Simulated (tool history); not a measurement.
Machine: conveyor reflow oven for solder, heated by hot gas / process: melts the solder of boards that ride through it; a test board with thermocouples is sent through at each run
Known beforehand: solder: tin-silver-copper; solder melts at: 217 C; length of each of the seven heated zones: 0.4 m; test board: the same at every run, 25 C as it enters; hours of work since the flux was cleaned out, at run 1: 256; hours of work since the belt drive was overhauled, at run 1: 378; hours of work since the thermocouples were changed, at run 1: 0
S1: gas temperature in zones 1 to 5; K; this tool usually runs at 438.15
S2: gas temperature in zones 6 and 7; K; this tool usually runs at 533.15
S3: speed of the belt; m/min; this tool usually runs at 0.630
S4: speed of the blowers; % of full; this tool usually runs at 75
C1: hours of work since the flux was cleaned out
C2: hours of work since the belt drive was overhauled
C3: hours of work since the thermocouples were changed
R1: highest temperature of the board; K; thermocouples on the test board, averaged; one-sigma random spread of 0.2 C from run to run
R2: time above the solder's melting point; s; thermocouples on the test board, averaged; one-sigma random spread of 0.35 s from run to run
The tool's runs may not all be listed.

run	hour	S1	S2	S3	S4	C1	C2	C3	R1	R2
1	0.0	438.15	533.15	0.630	75	256	378	0	524.15	56.3
2	8.9	438.15	533.15	0.666	75	261	383	5	523.35	52.2
3	20.2	438.15	533.15	0.666	85	267	389	11	524.25	52.8
4	32.6	438.15	533.15	0.666	85	274	396	18	523.95	53.2
5	48.6	438.15	533.15	0.649	75	283	404	27	523.65	54.4
6	66.4	438.15	533.15	0.649	75	292	414	36	523.95	54.3
7	80.4	448.15	533.15	0.630	75	300	422	44	525.35	60.7
# hour 90.2: flux residue cleaned out of gas plates and filters
8	100.7	448.15	533.15	0.630	75	6	430	52	524.75	59.7
9	113.5	448.15	533.15	0.630	75	13	437	59	524.75	59.9
# hour 133.6: flux residue cleaned out of gas plates and filters, once more
10	133.6	438.15	533.15	0.630	75	0	445	67	525.15	58.3
11	146.3	438.15	536.15	0.630	75	7	452	74	527.95	59.3
12	163.6	438.15	536.15	0.630	75	16	461	84	527.85	59.6
13	173.3	438.15	533.15	0.630	75	22	467	89	525.15	57.7
14	191.6	438.15	533.15	0.630	75	31	477	99	525.15	57.4
15	201.3	438.15	533.15	0.630	75	37	482	104	525.45	57.7
16	209.2	438.15	533.15	0.630	75	41	486	108	525.35	58.1
17	221.7	441.15	536.15	0.630	72	48	493	115	528.05	60.4
18	232.5	437.15	548.15	0.598	57	54	499	121	538.85	68.8
19	241.3	437.15	548.15	0.598	57	58	504	126	538.65	68.8
20	259.2	437.15	548.15	0.598	57	68	513	135	538.75	67.9
21	275.2	437.15	548.15	0.598	57	77	522	144	538.35	67.9
22	286.1	444.15	548.15	0.598	57	83	528	150	539.45	70.3
23	297.3	453.15	530.15	0.630	75	89	534	156	523.65	61.7
24	304.8	453.15	530.15	0.630	75	93	538	160	523.85	61.9
25	317.0	438.15	534.15	0.678	85	99	545	167	525.75	54.1
26	330.0	438.15	534.15	0.678	85	107	552	174	525.75	54.3
27	348.6	434.15	526.15	0.630	75	117	562	184	518.55	51.5
28	363.6	434.15	526.15	0.706	68	125	570	192	514.85	41.5
29	375.7	449.15	546.15	0.555	58	131	576	199	539.95	78.5
30	390.0	438.15	533.15	0.630	51	139	584	206	522.65	55.0
31	403.4	444.15	532.15	0.631	88	146	591	214	525.95	60.5
32	414.0	444.15	532.15	0.631	88	152	597	219	525.95	61.1

How would selected steps in R1 from run to run divide? Give the signed amount a tool lacking its hidden state would still show from settings, what came in and random variation, and the signed amount left for the hidden state, including any gauge scatter that is not in both of the compared results.
Hidden state present: heat that the gas passes to the board, % of a clean oven's; belt's true speed, % of the reading; true gas temperature in zones 6 and 7 over the reading, C; drift of the gauge itself on peak_c, C; drift of the gauge itself on liquid_s, %.
Run 4 -> 5: S3 0.666 -> 0.649, S4 85 -> 75. R1 -0.30 K: hidden state +0.10, all else -0.40.
Run 7 -> 8: flux residue cleaned out of gas plates and filters. R1 -0.60 K: hidden state -0.60, all else +0.00.
Run 9 -> 10: S1 448.15 -> 438.15, flux residue cleaned out of gas plates and filters, once more. R1 +0.40 K: hidden state +1.40, all else -1.00.
Run 22 -> 23: S1 444.15 -> 453.15, S2 548.15 -> 530.15, S3 0.598 -> 0.630, S4 57 -> 75. R1 -15.80 K: hidden state -0.10, all else -15.70.
Run 28 -> 29: S1 434.15 -> 449.15, S2 526.15 -> 546.15, S3 0.706 -> 0.555, S4 68 -> 58. R1 +25.10 K: hidden state +0.10, all else +25.00.
Run 29 -> 30: S1 449.15 -> 438.15, S2 546.15 -> 533.15, S3 0.555 -> 0.630, S4 58 -> 51. R1 -17.30 K: hidden state +0.00, all else -17.30.
